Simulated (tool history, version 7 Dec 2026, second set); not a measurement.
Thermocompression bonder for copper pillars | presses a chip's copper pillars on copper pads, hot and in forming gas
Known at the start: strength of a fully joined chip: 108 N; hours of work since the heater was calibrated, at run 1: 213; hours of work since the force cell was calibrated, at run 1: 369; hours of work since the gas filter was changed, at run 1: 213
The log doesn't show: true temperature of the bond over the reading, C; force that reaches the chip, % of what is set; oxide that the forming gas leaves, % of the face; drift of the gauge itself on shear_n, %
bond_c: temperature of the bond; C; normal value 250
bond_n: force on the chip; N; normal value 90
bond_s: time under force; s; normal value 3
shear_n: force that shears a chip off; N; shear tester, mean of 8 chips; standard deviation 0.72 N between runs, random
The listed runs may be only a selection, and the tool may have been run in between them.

run   hour  bond_c  bond_n  bond_s  hours of work since the heater was calibrated  hours of work since the force cell was calibrated  hours of work since the gas filter was changed  shear_n
  1    0.0     250      90       3                                            213                                                369                                             213     47.7
  2   21.3     257      90       3                                            228                                                384                                             228     53.3
  3   37.0     257      90       3                                            239                                                395                                             239     51.6
  4   56.2     257      90       3                                            252                                                408                                             252     50.1
  5   75.7     257      90       3                                            266                                                422                                             266     51.0
  6   84.9     257      90       3                                            272                                                428                                             272     49.9
  7   95.6     257      90       3                                            280                                                436                                             280     50.8
  8  105.1     257      90       2                                            286                                                442                                             286     43.5
  9  114.3     250      72       3                                            293                                                449                                             293     41.3
 10  132.2     250      90       3                                            305                                                461                                             305     45.6
 11  150.4     250      90       3                                            318                                                474                                             318     46.8
 12  168.2     250      90       3                                            330                                                486                                             330     46.5
 13  177.5     272      89       3                                            336                                                493                                             336     58.9
 14  193.2     272      89       3                                            347                                                503                                             347     58.6
     201.7  -- forming gas filter changed
 15  213.8     272      55       2                                            361                                                517                                               8     41.6
 16  224.3     276      54       4                                            369                                                525                                              16     54.5
 17  245.9     231      62       8                                            384                                                540                                              31     44.1
 18  265.4     240      78       8                                            397                                                553                                              44     55.3
 19  285.1     259     105       3                                            411                                                567                                              58     57.4
 20  304.1     259     105       3                                            424                                                580                                              71     55.3
 21  315.9     231      75       3                                            432                                                588                                              79     32.8
 22  335.5     265      90       3                                            446                                                602                                              93     54.9
 23  345.0     238      90       3                                            452                                                609                                             100     41.7
 24  353.9     250      59       8                                            459                                                615                                             106     53.5

Branching from run 24: 4 alternative next runs. What would each branch give?
  A  370.7     279      59       8                                            470                                                626                                             117        ?
  B  370.7     227      57       2                                            470                                                626                                             117        ?
  C  370.7     251      90       3                                            470                                                626                                             117        ?
  D  370.7     236     112       8                                            470                                                626                                             117        ?

run  shear_n
  A     70.4
  B     21.0
  C     47.1
  D     61.4
The same runs, with their run-to-run variation unchanged, on a tool lacking any hidden condition would have given:
run  shear_n
  A     76.1
  B     24.1
  C     52.4
  D     67.7
